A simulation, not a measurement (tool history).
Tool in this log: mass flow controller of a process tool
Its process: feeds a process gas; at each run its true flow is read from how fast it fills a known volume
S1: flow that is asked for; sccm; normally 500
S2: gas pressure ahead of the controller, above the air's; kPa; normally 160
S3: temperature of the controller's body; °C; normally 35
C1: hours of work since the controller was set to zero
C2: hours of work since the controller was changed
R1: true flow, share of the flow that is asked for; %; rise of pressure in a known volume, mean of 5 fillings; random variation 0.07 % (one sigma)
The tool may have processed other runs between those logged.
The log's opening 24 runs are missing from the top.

run,hour,S1,S2,S3,C1,C2,R1
25,2161.3,106,160,21,3368,3368,102.76
# hour 2171.9: controller's zero set anew
26,2223.3,106,160,21,27,3400,104.75
27,2303.7,972,160,22,68,3442,100.64
28,2443.1,101,233,30,141,3514,104.94
29,2581.5,109,194,38,213,3586,103.99
30,2687.6,118,223,38,268,3641,103.8
31,2747.7,845,176,25,299,3673,100.48
32,2869.9,500,265,20,363,3736,101.37
# hour 2904.9: controller's zero set anew, once more
33,2952,201,241,20,24,3778,99.87
34,3030.2,219,160,30,65,3819,98.88
35,3116.7,127,279,30,110,3864,99.64
36,3208.1,926,203,30,158,3912,99.78
37,3342.2,926,203,30,227,3981,99.68
38,3437.7,131,209,30,277,4031,99.32
39,3527.3,131,209,30,323,4077,99.42
40,3653.6,500,260,35,389,4143,99.44
41,3771.1,198,159,35,450,4204,98.88
42,3906.7,111,171,24,520,4274,99.67

Forecast each of these 4 alternatives for the next run:
A,3992.4,632,193,33,565,4319,?
B,3992.4,728,155,20,565,4319,?
C,3992.4,121,160,37,565,4319,?
D,3992.4,264,182,39,565,4319,?

run,R1
A,99.41
B,99.97
C,98.99
D,98.75
Had the tool no hidden state, the same runs would have come out as:
run,R1
A,99.18
B,99.76
C,98.22
D,98.35
